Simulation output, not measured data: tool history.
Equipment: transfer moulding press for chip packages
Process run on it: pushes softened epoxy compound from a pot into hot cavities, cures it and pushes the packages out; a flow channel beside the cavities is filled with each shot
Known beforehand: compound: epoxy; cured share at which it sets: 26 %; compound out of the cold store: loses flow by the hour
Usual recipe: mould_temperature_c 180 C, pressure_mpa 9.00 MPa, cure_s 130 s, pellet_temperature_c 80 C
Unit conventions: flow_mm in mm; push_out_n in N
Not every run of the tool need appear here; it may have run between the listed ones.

| run | hour | mould_temperature_c | pressure_mpa | cure_s | pellet_temperature_c | incoming compound's hours out of the cold store | flow_mm | push_out_n |
|---|---|---|---|---|---|---|---|---|
| 1 | 0.0 | 180 | 9.00 | 130 | 80 | 40.6 | 530 | 503 |
| 2 | 14.1 | 180 | 9.00 | 130 | 80 | 37.3 | 530 | 534 |
| 3 | 23.3 | 180 | 10.88 | 130 | 80 | 31.8 | 609 | 593 |
| 4 | 29.9 | 180 | 9.00 | 160 | 80 | 46.8 | 502 | 547 |
| 5 | 42.8 | 173 | 9.00 | 130 | 80 | 15.7 | 636 | 864 |
| 6 | 50.8 | 180 | 9.00 | 148 | 80 | 46.3 | 502 | 589 |
| 7 | 64.6 | 180 | 9.00 | 148 | 80 | 46.7 | 499 | 606 |
| 8 | 75.2 | 180 | 8.66 | 148 | 80 | 24.6 | 563 | 651 |
|  | 84.2 | cavities cleaned with cleaning compound and waxed |
| 9 | 86.1 | 180 | 8.66 | 148 | 80 | 39.8 | 515 | 451 |
| 10 | 93.2 | 180 | 8.66 | 148 | 80 | 15.9 | 595 | 498 |
| 11 | 106.9 | 180 | 8.66 | 148 | 80 | 25.6 | 562 | 540 |
| 12 | 120.2 | 180 | 9.00 | 130 | 82 | 25.5 | 566 | 588 |
| 13 | 130.6 | 180 | 9.00 | 130 | 82 | 26.7 | 559 | 619 |
| 14 | 143.6 | 180 | 9.02 | 130 | 75 | 45.2 | 497 | 647 |
| 15 | 150.5 | 180 | 6.81 | 130 | 77 | 28.4 | 476 | 653 |
| 16 | 165.8 | 180 | 9.00 | 130 | 88 | 32.9 | 535 | 678 |
|  | 175.8 | cavities cleaned with cleaning compound and waxed |
| 17 | 181.2 | 172 | 9.00 | 130 | 88 | 44.2 | 509 | 656 |
| 18 | 194.6 | 185 | 9.00 | 166 | 87 | 18.5 | 570 | 515 |
| 19 | 201.9 | 185 | 9.00 | 116 | 87 | 40.0 | 495 | 556 |
| 20 | 211.8 | 185 | 9.00 | 116 | 87 | 20.9 | 565 | 595 |
| 21 | 220.5 | 185 | 9.00 | 116 | 87 | 14.2 | 581 | 603 |
|  | 227.6 | mould's thermocouples calibrated |
| 22 | 236.6 | 185 | 9.00 | 139 | 87 | 21.5 | 563 | 587 |
| 23 | 244.9 | 172 | 9.00 | 139 | 87 | 29.2 | 561 | 834 |
| 24 | 255.0 | 185 | 9.00 | 130 | 80 | 10.4 | 599 | 632 |
| 25 | 263.6 | 173 | 9.00 | 130 | 79 | 39.6 | 519 | 901 |

Predict each of these 4 candidate next runs independently; none follows another, all start after run 25:
|  | 269.3 | cavities cleaned with cleaning compound and waxed |
| A | 277.0 | 177 | 7.56 | 147 | 79 | 25.3 | ? | ? |
|  | 269.3 | cavities cleaned with cleaning compound and waxed |
| B | 277.0 | 179 | 7.28 | 130 | 83 | 46.0 | ? | ? |
|  | 269.3 | cavities cleaned with cleaning compound and waxed |
| C | 277.0 | 174 | 9.00 | 130 | 71 | 46.5 | ? | ? |
|  | 269.3 | cavities cleaned with cleaning compound and waxed |
| D | 277.0 | 180 | 8.35 | 130 | 76 | 15.3 | ? | ? |

| run | flow_mm | push_out_n |
|---|---|---|
| A | 512 | 500 |
| B | 430 | 547 |
| C | 497 | 625 |
| D | 560 | 545 |
Stripped of hidden state, with their random variation kept, the same runs would have yielded:
| run | flow_mm | push_out_n |
|---|---|---|
| A | 545 | 460 |
| B | 458 | 505 |
| C | 530 | 578 |
| D | 597 | 502 |

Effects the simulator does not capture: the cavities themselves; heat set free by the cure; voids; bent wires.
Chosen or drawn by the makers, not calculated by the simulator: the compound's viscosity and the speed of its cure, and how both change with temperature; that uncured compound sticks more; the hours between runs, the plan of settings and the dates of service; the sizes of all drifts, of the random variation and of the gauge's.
